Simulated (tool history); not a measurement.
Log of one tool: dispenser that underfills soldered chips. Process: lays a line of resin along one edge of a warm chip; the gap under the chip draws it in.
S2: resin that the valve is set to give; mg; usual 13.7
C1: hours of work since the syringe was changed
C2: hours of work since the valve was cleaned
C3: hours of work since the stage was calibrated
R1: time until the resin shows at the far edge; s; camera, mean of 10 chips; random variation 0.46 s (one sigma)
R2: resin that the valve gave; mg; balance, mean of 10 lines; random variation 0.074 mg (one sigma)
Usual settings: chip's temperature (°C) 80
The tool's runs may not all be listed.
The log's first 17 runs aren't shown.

{"run": 18, "hour": 91.6, "chip's temperature (°C)": 80, "S2": 13.7, "C1": 8, "C2": 46, "C3": 98, "R1": 52, "R2": 13.29}
{"hour": 96.6, "done": "new syringe of resin"}
{"run": 19, "hour": 97.5, "chip's temperature (°C)": 90, "S2": 13.4, "C1": 1, "C2": 49, "C3": 102, "R1": 25.5, "R2": 12.89}
{"run": 20, "hour": 101.3, "chip's temperature (°C)": 71, "S2": 14.9, "C1": 3, "C2": 52, "C3": 104, "R1": 64.8, "R2": 14.3}
{"run": 21, "hour": 107.1, "chip's temperature (°C)": 71, "S2": 14.9, "C1": 7, "C2": 56, "C3": 108, "R1": 78.1, "R2": 14.35}
{"hour": 113.5, "done": "new syringe of resin"}
{"run": 22, "hour": 114.9, "chip's temperature (°C)": 71, "S2": 16.7, "C1": 1, "C2": 60, "C3": 113, "R1": 56.3, "R2": 15.91}
{"run": 23, "hour": 118.8, "chip's temperature (°C)": 75, "S2": 12, "C1": 3, "C2": 63, "C3": 115, "R1": 57.2, "R2": 11.56}
{"run": 24, "hour": 122.4, "chip's temperature (°C)": 75, "S2": 12, "C1": 6, "C2": 65, "C3": 118, "R1": 64.5, "R2": 11.5}
{"run": 25, "hour": 126.4, "chip's temperature (°C)": 93, "S2": 13.4, "C1": 8, "C2": 68, "C3": 120, "R1": 33.2, "R2": 12.73}
{"hour": 130.4, "done": "new syringe of resin"}
{"run": 26, "hour": 130.4, "chip's temperature (°C)": 93, "S2": 13.4, "C1": 0, "C2": 70, "C3": 123, "R1": 20.8, "R2": 12.77}
{"run": 27, "hour": 133.9, "chip's temperature (°C)": 80, "S2": 12.3, "C1": 2, "C2": 73, "C3": 125, "R1": 41.7, "R2": 11.8}
{"run": 28, "hour": 140.0, "chip's temperature (°C)": 80, "S2": 12.3, "C1": 6, "C2": 77, "C3": 129, "R1": 51.5, "R2": 11.78}
{"hour": 147.1, "done": "new syringe of resin"}
{"run": 29, "hour": 148.4, "chip's temperature (°C)": 73, "S2": 13.8, "C1": 1, "C2": 82, "C3": 134, "R1": 52.3, "R2": 13.12}
{"run": 30, "hour": 154.9, "chip's temperature (°C)": 73, "S2": 13.8, "C1": 5, "C2": 86, "C3": 139, "R1": 65.1, "R2": 13.23}
{"run": 31, "hour": 161.4, "chip's temperature (°C)": 76, "S2": 15, "C1": 9, "C2": 91, "C3": 143, "R1": 71.6, "R2": 14.11}
{"hour": 163.5, "done": "new syringe of resin"}
{"run": 32, "hour": 168.6, "chip's temperature (°C)": 81, "S2": 13, "C1": 3, "C2": 95, "C3": 147, "R1": 42.5, "R2": 12.15}
{"run": 33, "hour": 172.9, "chip's temperature (°C)": 76, "S2": 16.4, "C1": 6, "C2": 98, "C3": 150, "R1": 60.8, "R2": 15.44}
{"run": 34, "hour": 177.0, "chip's temperature (°C)": 75, "S2": 11.8, "C1": 9, "C2": 101, "C3": 153, "R1": 77.3, "R2": 11.13}
{"hour": 179.9, "done": "new syringe of resin"}
{"run": 35, "hour": 181.8, "chip's temperature (°C)": 83, "S2": 16.9, "C1": 1, "C2": 104, "C3": 156, "R1": 35, "R2": 15.67}

Forecast each of these 4 alternatives for the next run:
{"run": "A", "hour": 189.8, "chip's temperature (°C)": 80, "S2": 13.3, "C1": 6, "C2": 109, "C3": 161, "R1": "?", "R2": "?"}
{"run": "B", "hour": 189.8, "chip's temperature (°C)": 82, "S2": 15.9, "C1": 6, "C2": 109, "C3": 161, "R1": "?", "R2": "?"}
{"run": "C", "hour": 189.8, "chip's temperature (°C)": 83, "S2": 14, "C1": 6, "C2": 109, "C3": 161, "R1": "?", "R2": "?"}
{"run": "D", "hour": 189.8, "chip's temperature (°C)": 83, "S2": 15.6, "C1": 6, "C2": 109, "C3": 161, "R1": "?", "R2": "?"}

run=A R1=52.8 R2=12.38
run=B R1=47.5 R2=14.82
run=C R1=46.1 R2=12.96
run=D R1=46.1 R2=14.61
Without the tool's hidden state the same runs would have given:
run=A R1=35 R2=13.26
run=B R1=31.7 R2=15.87
run=C R1=30.9 R2=13.88
run=D R1=31 R2=15.64

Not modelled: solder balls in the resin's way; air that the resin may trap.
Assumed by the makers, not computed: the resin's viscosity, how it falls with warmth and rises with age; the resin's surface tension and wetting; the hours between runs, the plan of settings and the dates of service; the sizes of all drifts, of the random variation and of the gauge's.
